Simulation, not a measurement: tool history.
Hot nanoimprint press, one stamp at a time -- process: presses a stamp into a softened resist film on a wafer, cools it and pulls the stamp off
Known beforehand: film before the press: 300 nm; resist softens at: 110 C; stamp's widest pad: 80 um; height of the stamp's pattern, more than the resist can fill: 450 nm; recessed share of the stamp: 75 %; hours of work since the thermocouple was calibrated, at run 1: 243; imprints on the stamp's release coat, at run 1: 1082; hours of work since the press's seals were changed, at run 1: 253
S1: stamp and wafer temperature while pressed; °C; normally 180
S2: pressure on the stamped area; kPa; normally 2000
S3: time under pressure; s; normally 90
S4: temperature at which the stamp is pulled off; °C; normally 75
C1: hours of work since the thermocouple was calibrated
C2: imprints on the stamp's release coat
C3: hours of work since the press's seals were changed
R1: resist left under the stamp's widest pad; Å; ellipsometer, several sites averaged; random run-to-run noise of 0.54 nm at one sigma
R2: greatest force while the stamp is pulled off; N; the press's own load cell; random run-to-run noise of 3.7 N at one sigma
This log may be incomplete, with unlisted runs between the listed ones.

run	hour	S1	S2	S3	S4	C1	C2	C3	R1	R2
1	0.0	180	2000	90	75	243	1082	253	1470	180
2	27.9	180	1610	90	75	257	1145	266	1664	176
# hour 38.2: plate thermocouple calibrated
3	51.2	180	1610	90	75	6	1191	275	1655	175
4	86.8	180	1610	90	75	23	1272	292	1664	180
5	121.8	180	1610	90	75	39	1351	308	1662	176
6	149.9	180	1610	90	75	52	1414	321	1665	187
7	167.6	180	1610	90	75	61	1454	330	1663	180
8	195.2	180	1610	90	75	74	1516	343	1669	183
9	228.1	180	1610	90	75	89	1591	358	1663	177
10	248.0	180	1610	90	75	98	1636	367	1666	174
11	279.0	180	1610	90	75	113	1705	382	1665	176
12	308.7	178	1610	90	75	127	1772	396	1799	184
13	326.4	178	1610	90	75	135	1812	404	1806	173
14	362.4	178	1610	90	75	152	1894	421	1810	180
15	386.8	181	2000	90	75	163	1949	432	1405	178
16	417.3	181	2000	90	75	178	2017	447	1420	181
17	437.8	188	2480	90	82	187	2064	456	915	160
# hour 455.0: stamp cleaned and given a new release coat
18	479.6	171	2870	57	74	204	56	473	2051	174
19	511.6	187	2000	90	75	219	128	488	1079	176
20	530.7	173	1780	161	71	228	171	497	1807	187
21	560.9	178	3010	90	75	242	239	511	1276	180
22	596.6	191	2490	123	63	259	320	528	714	205
# hour 602.6: plate thermocouple calibrated
23	616.2	191	2490	123	63	6	357	535	713	200
24	650.6	191	2490	123	63	22	435	552	711	194
25	673.7	191	3080	109	63	33	487	562	656	199
26	700.2	168	1920	90	75	46	547	575	2404	177
27	731.2	168	1980	90	76	60	617	589	2368	172
28	753.1	180	1420	90	75	70	666	600	1780	184
29	789.5	183	2000	90	75	88	748	617	1297	177
30	817.2	183	2260	90	64	101	811	630	1202	200

Hidden state at the last listed run before each entry between runs and at the first one after, where it differs:
Between runs 2 and 3: plate thermocouple calibrated (hour 38.2)
  true temperature over the reading, C: -0.01 -> 0
Between runs 17 and 18: stamp cleaned and given a new release coat (hour 455.0)
  grip of the stamp's worn release coat, % over a new coat's: 1.5 -> 0
Between runs 22 and 23: plate thermocouple calibrated (hour 602.6)
  true temperature over the reading, C: -0.01 -> 0
